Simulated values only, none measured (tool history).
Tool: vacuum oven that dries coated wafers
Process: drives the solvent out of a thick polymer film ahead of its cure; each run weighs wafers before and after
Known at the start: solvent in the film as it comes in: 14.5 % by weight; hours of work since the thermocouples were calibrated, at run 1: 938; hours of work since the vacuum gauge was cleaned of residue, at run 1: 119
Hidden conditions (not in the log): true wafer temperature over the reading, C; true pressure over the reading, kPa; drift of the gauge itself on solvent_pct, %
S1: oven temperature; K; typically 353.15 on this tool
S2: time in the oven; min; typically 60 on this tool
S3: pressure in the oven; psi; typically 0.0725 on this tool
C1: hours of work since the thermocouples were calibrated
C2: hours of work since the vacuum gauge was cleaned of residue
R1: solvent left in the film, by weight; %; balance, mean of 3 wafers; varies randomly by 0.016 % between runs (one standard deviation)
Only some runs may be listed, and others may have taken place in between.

run,hour,S1,S2,S3,C1,C2,R1
1,0,353.15,60,0.0725,938,119,0.5
2,17.3,353.15,60,0.0725,950,131,0.47
3,45.5,353.15,60,0.0725,969,151,0.47
4,72.9,353.15,60,0.0725,988,170,0.48
5,95.3,353.15,60,0.1862,1004,185,0.7
6,116.7,353.15,60,0.1862,1019,200,0.7
7,143,341.15,60,0.0725,1037,218,1.85
8,172.6,341.15,60,0.0725,1057,239,1.9
9,203.6,353.15,56,0.0725,1079,260,0.52
10,240.9,353.15,56,0.0725,1105,286,0.56
11,271.5,353.15,56,0.0725,1126,307,0.54
12,298.9,353.15,56,0.0725,1145,326,0.54
13,339.3,353.15,60,0.0725,1173,354,0.47
14,361.4,353.15,60,0.141,1188,369,0.58
15,396.4,353.15,60,0.141,1212,393,0.63
16,427.3,353.15,60,0.141,1233,415,0.62
# hour 447.7: oven's thermocouples calibrated
17,464.8,353.15,60,0.141,12,439,0.78
18,487.2,353.15,60,0.141,27,455,0.74
19,509.8,353.15,60,0.141,43,470,0.77
20,546.7,353.15,60,0.0716,68,496,0.63
21,567.5,353.15,60,0.0716,83,510,0.59
22,595.3,353.15,60,0.2257,102,529,0.93
23,630,344.15,45,0.0725,126,553,2.64
24,653.1,359.15,77,0.1134,142,569,0.3
25,673.6,353.15,60,0.1271,156,584,0.72
26,692.3,350.15,37,0.0368,169,596,2.04
27,727.4,350.15,37,0.0368,193,621,2.04
28,744.4,350.15,37,0.0368,205,632,2.01
29,764.1,366.15,51,0.0725,219,646,0.16
30,783.7,355.15,69,0.0557,232,660,0.3
31,802.5,345.15,69,0.0557,245,673,1.11
32,836.6,353.15,57,0.0466,269,696,0.59
33,858.7,341.15,79,0.1372,284,711,1.62
34,879.2,358.15,60,0.068,298,726,0.31
35,902,358.15,60,0.068,314,741,0.31
36,922.9,352.15,96,0.068,328,756,0.32
37,945.2,353.15,60,0.1291,344,771,0.69
38,963.9,353.15,60,0.1291,357,784,0.72
39,1002,353.15,60,0.0693,383,810,0.59
40,1019.5,353.15,45,0.1798,395,823,1.29

Here are 5 independent what-if runs from the current tool condition. What would each one return?
A,1037.3,353.15,45,0.1806,407,835,?
B,1037.3,353.15,60,0.066,407,835,?
C,1037.3,353.15,60,0.1798,407,835,?
D,1037.3,342.15,78,0.0725,407,835,?
E,1037.3,353.15,43,0.1798,407,835,?

run,R1
A,1.29
B,0.56
C,0.8
D,1.27
E,1.41
Take away the tool's hidden state, keep each run's random variation, and the runs would have read:
run,R1
A,1.32
B,0.53
C,0.78
D,1.25
E,1.44

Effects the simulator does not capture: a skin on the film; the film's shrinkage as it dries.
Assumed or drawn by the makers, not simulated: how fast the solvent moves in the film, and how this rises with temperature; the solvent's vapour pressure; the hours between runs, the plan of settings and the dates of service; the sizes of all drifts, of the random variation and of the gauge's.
